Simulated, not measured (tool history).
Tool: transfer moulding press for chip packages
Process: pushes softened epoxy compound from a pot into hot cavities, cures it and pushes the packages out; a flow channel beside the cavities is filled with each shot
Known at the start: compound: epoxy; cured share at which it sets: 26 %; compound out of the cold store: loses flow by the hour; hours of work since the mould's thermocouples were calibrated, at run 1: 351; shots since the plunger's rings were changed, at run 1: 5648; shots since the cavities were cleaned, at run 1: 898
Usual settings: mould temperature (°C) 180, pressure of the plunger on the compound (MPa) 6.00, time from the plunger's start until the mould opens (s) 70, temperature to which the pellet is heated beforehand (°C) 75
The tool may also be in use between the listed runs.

run	hour	mould temperature (°C)	pressure of the plunger on the compound (MPa)	time from the plunger's start until the mould opens (s)	temperature to which the pellet is heated beforehand (°C)	hours of work since the mould's thermocouples were calibrated	shots since the plunger's rings were changed	shots since the cavities were cleaned	incoming compound's hours out of the cold store	length that the compound runs in the flow channel (mm)	greatest force on the pins that push the packages out (N)
1	0.0	180	6.00	70	75	351	5648	898	23.7	903	522
2	24.8	180	6.00	70	75	363	5904	1154	21.9	904	552
# hour 28.5: plunger's sealing rings changed
# hour 30.0: cavities cleaned with cleaning compound and waxed
3	49.9	180	4.80	70	75	374	204	204	42.5	796	383
4	64.8	180	4.85	70	75	381	357	357	31.7	824	411
5	89.2	180	5.61	70	75	393	608	608	36.4	858	467
6	106.5	180	6.00	70	76	401	786	786	35.0	897	484
7	121.8	185	6.00	70	75	408	942	942	47.3	854	365
8	142.2	180	6.00	70	75	418	1152	1152	37.8	889	521
# hour 146.1: cavities cleaned with cleaning compound and waxed
9	157.5	180	6.00	70	75	425	1295	118	17.6	948	380
10	177.1	173	6.00	70	75	435	1495	318	15.5	980	687
11	191.0	180	6.00	70	75	441	1639	462	16.2	953	454
12	208.9	179	6.00	70	75	450	1822	645	14.7	959	527
13	231.1	179	6.00	70	75	461	2050	873	14.3	957	534
14	246.2	179	6.00	70	75	468	2206	1029	26.5	912	562
15	257.4	180	6.00	70	75	474	2321	1144	33.1	905	493
# hour 261.7: cavities cleaned with cleaning compound and waxed
# hour 265.5: mould's thermocouples calibrated
16	272.0	182	6.08	51	76	3	2435	85	27.8	914	753
17	296.3	182	6.64	52	76	15	2684	334	9.6	998	945
18	319.1	182	6.64	52	76	26	2920	570	8.9	1022	1038
19	337.8	182	6.64	52	76	35	3111	761	21.2	972	1019
20	351.6	173	5.28	70	65	42	3253	903	16.3	913	950
21	362.9	180	6.35	70	75	47	3370	1020	46.1	892	509
# hour 378.3: cavities cleaned with cleaning compound and waxed
22	378.3	180	6.35	70	75	54	3512	0	33.4	924	329
23	402.6	180	6.35	70	75	66	3762	250	23.0	948	423
24	417.4	180	5.98	70	67	73	3914	402	32.2	883	442
25	433.2	180	5.33	94	68	81	4077	565	47.9	801	275
26	454.2	180	5.33	94	68	91	4292	780	20.0	880	311
27	479.0	185	6.96	68	82	103	4547	1035	9.8	1009	389
28	490.2	185	6.96	68	82	108	4662	1150	33.7	938	390
# hour 493.7: cavities cleaned with cleaning compound and waxed
29	510.8	174	6.00	70	75	118	4859	177	33.5	895	586

Forecast each of these 3 alternatives for the next run:
A	534.2	180	6.00	55	67	129	5099	417	13.7	?	?
B	534.2	173	6.73	70	68	129	5099	417	13.8	?	?
C	534.2	174	6.21	70	72	129	5099	417	23.7	?	?

run	length that the compound runs in the flow channel (mm)	greatest force on the pins that push the packages out (N)
A	933	961
B	1017	788
C	933	726
Without the tool's hidden state the same runs would have given:
run	length that the compound runs in the flow channel (mm)	greatest force on the pins that push the packages out (N)
A	966	704
B	1054	577
C	967	534
